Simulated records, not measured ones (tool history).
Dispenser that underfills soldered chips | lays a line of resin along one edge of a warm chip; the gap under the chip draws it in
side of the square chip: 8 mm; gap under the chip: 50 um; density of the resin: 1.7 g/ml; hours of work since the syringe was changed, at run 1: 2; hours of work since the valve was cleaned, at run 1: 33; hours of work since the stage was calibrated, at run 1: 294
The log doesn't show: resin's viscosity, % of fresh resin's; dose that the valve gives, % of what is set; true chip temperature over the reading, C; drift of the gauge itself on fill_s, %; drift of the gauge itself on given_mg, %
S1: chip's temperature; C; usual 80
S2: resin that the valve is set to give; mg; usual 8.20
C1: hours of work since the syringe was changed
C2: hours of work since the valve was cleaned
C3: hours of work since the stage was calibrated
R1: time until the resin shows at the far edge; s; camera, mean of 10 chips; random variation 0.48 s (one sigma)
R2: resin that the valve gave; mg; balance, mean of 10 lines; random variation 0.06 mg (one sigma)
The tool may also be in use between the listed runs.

{"run": 1, "hour": 0.0, "S1": 80, "S2": 8.2, "C1": 2, "C2": 33, "C3": 294, "R1": 43.1, "R2": 8.08}
{"run": 2, "hour": 9.4, "S1": 80, "S2": 8.2, "C1": 9, "C2": 40, "C3": 301, "R1": 72.8, "R2": 7.93}
{"hour": 13.0, "done": "new syringe of resin"}
{"run": 3, "hour": 16.2, "S1": 80, "S2": 8.2, "C1": 2, "C2": 45, "C3": 306, "R1": 43.6, "R2": 7.73}
{"hour": 29.7, "done": "new syringe of resin"}
{"run": 4, "hour": 29.9, "S1": 80, "S2": 8.2, "C1": 0, "C2": 54, "C3": 315, "R1": 38.1, "R2": 7.83}
{"run": 5, "hour": 44.1, "S1": 80, "S2": 8.2, "C1": 10, "C2": 64, "C3": 325, "R1": 83.0, "R2": 7.81}
{"hour": 46.6, "done": "new syringe of resin"}
{"run": 6, "hour": 56.5, "S1": 80, "S2": 8.2, "C1": 7, "C2": 73, "C3": 334, "R1": 62.8, "R2": 7.79}
{"hour": 63.6, "done": "new syringe of resin"}
{"run": 7, "hour": 66.9, "S1": 80, "S2": 10.43, "C1": 2, "C2": 80, "C3": 341, "R1": 42.9, "R2": 9.74}
{"run": 8, "hour": 73.8, "S1": 80, "S2": 10.56, "C1": 7, "C2": 85, "C3": 346, "R1": 61.6, "R2": 9.83}
{"hour": 79.9, "done": "new syringe of resin"}
{"run": 9, "hour": 80.5, "S1": 80, "S2": 10.56, "C1": 0, "C2": 90, "C3": 350, "R1": 36.8, "R2": 9.74}
{"run": 10, "hour": 92.4, "S1": 80, "S2": 10.56, "C1": 9, "C2": 98, "C3": 359, "R1": 71.3, "R2": 9.73}
{"hour": 96.1, "done": "new syringe of resin"}
{"run": 11, "hour": 98.7, "S1": 70, "S2": 8.2, "C1": 2, "C2": 102, "C3": 363, "R1": 67.7, "R2": 7.62}
{"run": 12, "hour": 110.6, "S1": 70, "S2": 8.2, "C1": 10, "C2": 111, "C3": 372, "R1": 128.4, "R2": 7.49}
{"hour": 112.7, "done": "new syringe of resin"}
{"run": 13, "hour": 119.7, "S1": 81, "S2": 7.95, "C1": 5, "C2": 117, "C3": 378, "R1": 53.6, "R2": 7.22}
{"hour": 123.8, "done": "dispensing valve cleaned and set on the balance"}
{"run": 14, "hour": 129.2, "S1": 81, "S2": 9.28, "C1": 11, "C2": 4, "C3": 384, "R1": 79.6, "R2": 9.31}
{"hour": 130.4, "done": "new syringe of resin"}
{"run": 15, "hour": 137.7, "S1": 81, "S2": 9.28, "C1": 5, "C2": 10, "C3": 390, "R1": 51.0, "R2": 9.25}
{"hour": 147.1, "done": "new syringe of resin"}
{"run": 16, "hour": 149.1, "S1": 77, "S2": 8.2, "C1": 1, "C2": 18, "C3": 398, "R1": 46.2, "R2": 8.09}
{"run": 17, "hour": 159.4, "S1": 65, "S2": 8.32, "C1": 9, "C2": 25, "C3": 405, "R1": 143.8, "R2": 8.27}
{"hour": 163.7, "done": "new syringe of resin"}
{"run": 18, "hour": 172.0, "S1": 69, "S2": 7.73, "C1": 6, "C2": 34, "C3": 414, "R1": 98.2, "R2": 7.44}
{"run": 19, "hour": 178.7, "S1": 82, "S2": 7.52, "C1": 11, "C2": 38, "C3": 419, "R1": 77.3, "R2": 7.25}
{"hour": 179.9, "done": "new syringe of resin"}
{"run": 20, "hour": 191.2, "S1": 74, "S2": 8.66, "C1": 8, "C2": 47, "C3": 427, "R1": 86.5, "R2": 8.32}
{"hour": 196.3, "done": "new syringe of resin"}
{"run": 21, "hour": 204.4, "S1": 74, "S2": 8.66, "C1": 6, "C2": 56, "C3": 436, "R1": 74.6, "R2": 8.33}

4 ways to go on from here, each from the tool as it stands after run 21. What would each give?
{"hour": 212.5, "done": "new syringe of resin"}
{"run": "A", "hour": 218.8, "S1": 77, "S2": 7.6, "C1": 5, "C2": 66, "C3": 446, "R1": "?", "R2": "?"}
{"hour": 212.5, "done": "new syringe of resin"}
{"run": "B", "hour": 218.8, "S1": 91, "S2": 8.82, "C1": 5, "C2": 66, "C3": 446, "R1": "?", "R2": "?"}
{"hour": 212.5, "done": "new syringe of resin"}
{"run": "C", "hour": 218.8, "S1": 74, "S2": 7.46, "C1": 5, "C2": 66, "C3": 446, "R1": "?", "R2": "?"}
{"hour": 212.5, "done": "new syringe of resin"}
{"run": "D", "hour": 218.8, "S1": 66, "S2": 9.26, "C1": 5, "C2": 66, "C3": 446, "R1": "?", "R2": "?"}

run=A R1=59.7 R2=7.21
run=B R1=30.8 R2=8.33
run=C R1=69.9 R2=7.14
run=D R1=96.1 R2=8.64
Without the tool's hidden state the same runs would have given:
run=A R1=43.9 R2=7.60
run=B R1=22.6 R2=8.79
run=C R1=51.3 R2=7.53
run=D R1=71.5 R2=9.11

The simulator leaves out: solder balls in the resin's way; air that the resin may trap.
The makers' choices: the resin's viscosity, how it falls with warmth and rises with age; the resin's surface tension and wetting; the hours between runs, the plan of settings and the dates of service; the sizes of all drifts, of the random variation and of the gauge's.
